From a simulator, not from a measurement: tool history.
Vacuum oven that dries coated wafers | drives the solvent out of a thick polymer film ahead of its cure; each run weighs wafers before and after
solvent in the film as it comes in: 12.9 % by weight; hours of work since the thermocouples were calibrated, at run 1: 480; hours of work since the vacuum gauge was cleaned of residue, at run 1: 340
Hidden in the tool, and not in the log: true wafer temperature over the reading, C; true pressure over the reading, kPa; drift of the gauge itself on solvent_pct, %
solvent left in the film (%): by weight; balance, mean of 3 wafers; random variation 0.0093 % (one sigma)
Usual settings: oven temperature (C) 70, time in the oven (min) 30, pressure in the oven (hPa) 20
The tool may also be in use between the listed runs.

run,hour,oven temperature (C),time in the oven (min),pressure in the oven (hPa),hours of work since the thermocouples were calibrated,hours of work since the vacuum gauge was cleaned of residue,solvent left in the film (%)
1,0,70,30,20,480,340,2.948
2,28,70,30,20,501,361,2.953
3,79,70,30,20,539,399,2.951
4,133.3,81,30,20,580,440,1.228
5,167.7,81,30,20,605,466,1.242
# hour 181.6: oven's thermocouples calibrated
6,235.4,81,30,20,40,515,1.403
7,281.9,77,30,20,75,550,1.944
8,345.1,70,33,20,123,598,2.929
9,403.4,70,33,11.2,166,641,2.508
10,443.9,70,30,20,197,672,3.225
11,495.5,70,30,20,235,710,3.196
12,559.1,55,30,20,283,758,6.748
13,594,70,16,20,309,784,5.32
14,659.8,70,16,12.2,359,834,5.025
15,693.7,70,16,20,384,859,5.298
16,756.1,70,16,20,431,906,5.325
17,819.7,70,16,20,479,954,5.289
18,874.6,70,16,20,520,995,5.28
19,915.3,70,16,20,550,1025,5.222
20,957,70,16,20,582,1057,5.254
# hour 1000.1: oven's thermocouples calibrated
21,1010.8,70,30,65.1,8,1095,5.329
22,1055.1,79,18,69.7,41,1129,4.582
23,1095.6,83,18,69.7,72,1159,3.705
24,1128.1,58,18,73,96,1183,10.004
25,1188.5,70,53,20,141,1229,1.897
26,1253.9,56,35,53.6,190,1278,8.288
27,1305.7,83,39,31,229,1317,1.31
28,1339.4,83,39,31,255,1342,1.291
# hour 1347.2: vacuum gauge cleaned of residue and calibrated
29,1402.6,70,27,20,301,42,3.357
30,1466.7,70,27,20,349,90,3.327
31,1529,70,51,29.8,396,136,2.199
32,1581.8,70,51,29.8,435,176,2.191
33,1651,58,16,38.8,487,228,8.411
34,1685.9,66,27,72.6,513,254,6.631
35,1736.1,77,28,20,551,292,1.915
36,1791.1,57,28,21.3,592,333,6.239
# hour 1818.7: oven's thermocouples calibrated
37,1860.3,57,16,21.3,31,383,8.234
38,1893.8,67,21,40.6,56,409,6.149
39,1952.2,71,52,40,100,452,2.831

Hidden state at the last listed run before each entry between runs and at the first one after, where it differs:
Between runs 5 and 6: oven's thermocouples calibrated (hour 181.6)
  true wafer temperature over the reading, C: 1.72 -> 0.3; true pressure over the reading, kPa: 0.159 -> 0.177
  measured less the result without the state, solvent left in the film (%): -0.139 -> +0.023
Between runs 20 and 21: oven's thermocouples calibrated (hour 1000.1)
  true wafer temperature over the reading, C: 1.15 -> 0.58; true pressure over the reading, kPa: 0.371 -> 0.385
  measured less the result without the state, solvent left in the film (%): -0.119 -> +0.023
Between runs 28 and 29: vacuum gauge cleaned of residue and calibrated (hour 1347.2)
  true wafer temperature over the reading, C: 0.98 -> 1.05; true pressure over the reading, kPa: 0.477 -> 0.009
  measured less the result without the state, solvent left in the film (%): +0.075 -> -0.222
Between runs 36 and 37: oven's thermocouples calibrated (hour 1818.7)
  true wafer temperature over the reading, C: 1.52 -> -0.56; true pressure over the reading, kPa: 0.115 -> 0.133
  measured less the result without the state, solvent left in the film (%): -0.291 -> +0.162
